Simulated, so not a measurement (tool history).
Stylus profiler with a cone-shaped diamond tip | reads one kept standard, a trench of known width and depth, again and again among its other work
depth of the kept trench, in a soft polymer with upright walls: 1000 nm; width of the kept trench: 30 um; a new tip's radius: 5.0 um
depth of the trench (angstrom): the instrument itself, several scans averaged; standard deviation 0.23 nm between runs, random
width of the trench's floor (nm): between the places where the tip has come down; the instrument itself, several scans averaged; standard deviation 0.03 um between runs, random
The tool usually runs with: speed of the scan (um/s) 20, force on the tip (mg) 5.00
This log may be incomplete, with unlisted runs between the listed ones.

run	hour	speed of the scan (um/s)	force on the tip (mg)	depth of the trench (angstrom)	width of the trench's floor (nm)
1	0.0	20	5.00	10236.8	23510
2	24.7	20	5.00	10237.0	23440
3	50.2	20	5.00	10239.1	23380
4	75.6	20	5.00	10238.8	23400
5	93.1	20	1.71	10125.7	23390
6	114.5	5	5.00	10234.8	23400
7	145.7	5	5.00	10239.9	23470
8	172.2	5	5.00	10238.9	23380
9	198.9	5	5.00	10239.6	23370
10	214.1	7	5.00	10238.2	23320
11	242.7	20	5.00	10247.7	23280
12	257.8	20	5.00	10242.5	23250
13	278.0	20	2.05	10146.4	23220
14	295.4	20	7.11	10307.1	23320
15	323.4	20	5.00	10247.2	23240
16	344.2	20	5.00	10245.1	23230
17	360.4	20	5.00	10250.2	23210
18	373.6	20	6.35	10281.7	23240
19	387.5	12	5.00	10248.6	23220
20	401.5	12	5.00	10248.9	23180
21	429.1	12	5.00	10247.2	23190
22	450.0	17	3.78	10213.8	23210
23	478.7	17	3.78	10211.4	23070
24	507.5	9	11.82	10418.6	23140
# hour 510.1: height scale calibrated on a step standard
25	532.8	9	11.82	10436.1	23070
26	545.8	69	13.86	10478.6	22980
27	567.4	18	13.86	10477.0	23070
28	591.8	6	14.35	10488.4	23130
29	613.2	31	6.52	10310.5	22990
30	626.9	7	2.67	10192.4	23040
31	647.9	20	4.25	10245.9	22990
# hour 669.5: height scale calibrated on a step standard, once more
32	676.3	20	4.25	10191.6	22980
33	691.6	20	4.81	10217.1	22940
34	712.3	20	4.81	10213.3	22910
35	727.5	55	4.81	10216.6	22890
36	745.8	22	6.25	10253.8	22910
37	761.6	22	6.25	10256.6	22900
38	782.5	65	5.09	10224.1	22810
39	806.6	44	13.62	10428.1	22900

The same runs without the tool's hidden state, with the same run-to-run variation:
Hidden state present: radius of the tip, um; height scale over the true one, %; drift of the gauge itself on depth_nm, %; drift of the gauge itself on floor_um, %.
run	depth of the trench (angstrom)	width of the trench's floor (nm)
1	10217.5	23990
2	10217.1	23940
3	10218.5	23890
4	10217.4	23930
5	10104.1	23940
6	10212.4	23970
7	10216.6	24060
8	10214.9	23990
9	10214.8	24000
10	10212.9	23960
11	10221.6	23940
12	10216.0	23920
13	10119.6	23910
14	10279.4	24020
15	10218.7	23960
16	10216.1	23970
17	10220.7	23950
18	10251.7	23990
19	10218.3	23980
20	10218.3	23950
21	10215.8	23980
22	10181.8	24020
23	10178.6	23900
24	10384.3	23990
25	10386.0	23930
26	10428.0	23860
27	10425.8	23960
28	10436.4	24040
29	10258.9	23910
30	10141.0	23970
31	10193.6	23940
32	10190.6	23950
33	10215.7	23920
34	10211.2	23910
35	10214.1	23900
36	10250.7	23920
37	10253.1	23930
38	10220.0	23850
39	10423.3	23960
